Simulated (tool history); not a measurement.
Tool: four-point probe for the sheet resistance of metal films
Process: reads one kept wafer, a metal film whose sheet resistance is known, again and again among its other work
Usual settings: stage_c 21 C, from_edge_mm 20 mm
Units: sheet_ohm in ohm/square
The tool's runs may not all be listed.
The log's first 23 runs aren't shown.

run 24 hour=1431.3 | stage_c=25 from_edge_mm=60 | sheet_ohm=7.041145
run 25 hour=1516.7 | stage_c=25 from_edge_mm=60 | sheet_ohm=7.04448
run 26 hour=1605.5 | stage_c=29 from_edge_mm=7 | sheet_ohm=7.058964
run 27 hour=1659.7 | stage_c=29 from_edge_mm=24 | sheet_ohm=7.040628
run 28 hour=1730.2 | stage_c=28 from_edge_mm=16 | sheet_ohm=7.04358
run 29 hour=1812.4 | stage_c=20 from_edge_mm=15 | sheet_ohm=7.060575
run 30 hour=1850 | stage_c=32 from_edge_mm=25 | sheet_ohm=7.040148
run 31 hour=1936.3 | stage_c=32 from_edge_mm=25 | sheet_ohm=7.044263
run 32 hour=1985.7 | stage_c=31 from_edge_mm=10 | sheet_ohm=7.053033
run 33 hour=2042.1 | stage_c=22 from_edge_mm=8 | sheet_ohm=7.070011
run 34 hour=2113.6 | stage_c=28 from_edge_mm=63 | sheet_ohm=7.052041
run 35 hour=2200.6 | stage_c=31 from_edge_mm=49 | sheet_ohm=7.049126
run 36 hour=2283.6 | stage_c=31 from_edge_mm=20 | sheet_ohm=7.049999
run 37 hour=2372.8 | stage_c=23 from_edge_mm=50 | sheet_ohm=7.063203
run 38 hour=2437.7 | stage_c=23 from_edge_mm=50 | sheet_ohm=7.063043
run 39 hour=2512.3 | stage_c=34 from_edge_mm=3 | sheet_ohm=7.153665
run 40 hour=2566.3 | stage_c=24 from_edge_mm=15 | sheet_ohm=7.06781
run 41 hour=2609.9 | stage_c=26 from_edge_mm=23 | sheet_ohm=7.063998
run 42 hour=2674.8 | stage_c=18 from_edge_mm=4 | sheet_ohm=7.130799
run 43 hour=2733 | stage_c=19 from_edge_mm=7 | sheet_ohm=7.093563
run 44 hour=2819.6 | stage_c=33 from_edge_mm=5 | sheet_ohm=7.094145
run 45 hour=2889.9 | stage_c=21 from_edge_mm=5 | sheet_ohm=7.110549

4 ways to go on from here, each from the tool as it stands after run 45. What would each give?
run A hour=2930.6 | stage_c=21 from_edge_mm=41 | sheet_ohm=?
run B hour=2930.6 | stage_c=21 from_edge_mm=62 | sheet_ohm=?
run C hour=2930.6 | stage_c=18 from_edge_mm=5 | sheet_ohm=?
run D hour=2930.6 | stage_c=29 from_edge_mm=5 | sheet_ohm=?

run=A sheet_ohm=7.074668
run=B sheet_ohm=7.075247
run=C sheet_ohm=7.117558
run=D sheet_ohm=7.099253
Without the tool's hidden state the same runs would have given:
run=A sheet_ohm=7.052176
run=B sheet_ohm=7.052753
run=C sheet_ohm=7.095043
run=D sheet_ohm=7.076438
